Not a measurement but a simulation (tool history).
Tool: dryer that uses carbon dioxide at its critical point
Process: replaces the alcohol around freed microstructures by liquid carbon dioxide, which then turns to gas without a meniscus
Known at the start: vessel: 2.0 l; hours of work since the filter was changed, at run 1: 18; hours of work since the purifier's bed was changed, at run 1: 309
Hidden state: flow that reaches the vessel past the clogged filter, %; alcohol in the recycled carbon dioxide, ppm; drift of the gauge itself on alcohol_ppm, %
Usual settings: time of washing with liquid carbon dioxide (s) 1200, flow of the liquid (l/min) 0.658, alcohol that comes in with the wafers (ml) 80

run,hour,time of washing with liquid carbon dioxide (s),flow of the liquid (l/min),alcohol that comes in with the wafers (ml),hours of work since the filter was changed,hours of work since the purifier's bed was changed,alcohol left in the vessel before it's heated (ppm by volume)
1,0.0,1200,0.658,80,18,309,339
2,21.6,1200,0.658,80,35,326,364
3,52.5,1200,0.658,80,59,349,412
4,78.5,1200,0.658,80,78,369,446
5,124.2,1200,0.658,80,113,404,529
6,162.2,1200,0.658,80,143,433,599
7,184.0,1200,0.658,80,159,450,643
# hour 205.2: inlet filter changed
8,228.9,1200,0.658,80,18,484,348
9,260.3,1200,0.658,80,42,508,393
10,291.9,1200,0.658,80,66,532,439
# hour 310.1: purifier's bed changed
11,345.1,1200,0.658,80,105,27,486
12,377.7,1200,0.658,80,130,52,566
13,425.1,1200,0.658,66,166,88,559
# hour 437.4: inlet filter changed
14,476.0,1200,0.658,66,30,126,286
15,501.8,1200,0.658,66,49,146,320
16,549.8,1200,0.658,66,86,183,378
17,577.1,1200,0.658,66,107,204,406
18,608.6,1200,0.658,66,131,228,480
19,636.1,1200,0.658,66,152,249,529
# hour 666.5: inlet filter changed
20,676.6,1200,0.658,66,8,279,257
21,698.8,1200,0.658,66,25,296,287
22,721.1,1200,0.658,66,42,313,326
23,759.8,1200,0.658,56,71,343,310
24,783.6,1200,0.658,56,90,361,346
25,808.1,1080,0.658,23,108,380,253
26,858.8,1080,0.658,23,147,418,301
27,886.3,1020,0.406,56,168,439,3543
# hour 894.3: inlet filter changed
28,926.8,1200,0.446,58,25,470,1237
29,973.3,1380,0.477,64,61,505,785
30,1010.5,780,1.108,29,89,534,128
# hour 1026.3: purifier's bed changed
31,1034.4,780,1.108,29,105,6,101
32,1074.8,780,0.805,47,136,37,745
33,1096.5,1020,0.790,25,153,54,168
# hour 1125.4: inlet filter changed
34,1125.4,1020,0.421,101,0,75,3607
35,1172.5,1020,0.421,101,36,111,4090
36,1222.3,1140,0.421,28,74,149,967
37,1268.1,1440,0.452,94,109,184,1410
38,1318.8,1380,0.738,94,148,223,221
39,1348.6,1500,0.658,80,171,246,266
# hour 1354.1: inlet filter changed
40,1376.7,1500,0.658,80,17,267,119
41,1420.2,1500,0.658,80,51,300,134
42,1469.3,1500,0.658,80,88,338,165
43,1498.6,1260,0.503,33,111,360,532
44,1540.4,1260,0.503,33,143,392,608
# hour 1583.4: inlet filter changed
45,1592.1,1080,0.658,41,7,431,265
46,1614.7,1080,0.658,41,24,448,294
47,1635.9,1200,1.008,80,40,464,60

Hidden state or all else? Some run-to-run changes of alcohol left in the vessel before it's heated (ppm by volume), split into what the settings, what came in and random variation would give without the hidden state, and what is left for the hidden state (with any gauge scatter that isn't in both results):
Run 26 -> 27: time of washing with liquid carbon dioxide (s) 1080 -> 1020, flow of the liquid (l/min) 0.658 -> 0.406, alcohol that comes in with the wafers (ml) 23 -> 56. alcohol left in the vessel before it's heated (ppm by volume) +3242: hidden state +1147, all else +2095.
Run 27 -> 28: time of washing with liquid carbon dioxide (s) 1020 -> 1200, flow of the liquid (l/min) 0.406 -> 0.446, alcohol that comes in with the wafers (ml) 56 -> 58, inlet filter changed. alcohol left in the vessel before it's heated (ppm by volume) -2306: hidden state -1164, all else -1142.
Run 33 -> 34: flow of the liquid (l/min) 0.790 -> 0.421, alcohol that comes in with the wafers (ml) 25 -> 101, inlet filter changed. alcohol left in the vessel before it's heated (ppm by volume) +3439: hidden state -74, all else +3513.
Run 34 -> 35: no setting changed, nothing entered. alcohol left in the vessel before it's heated (ppm by volume) +483: hidden state +401, all else +82.
Run 35 -> 36: time of washing with liquid carbon dioxide (s) 1020 -> 1140, alcohol that comes in with the wafers (ml) 101 -> 28. alcohol left in the vessel before it's heated (ppm by volume) -3123: hidden state -209, all else -2914.
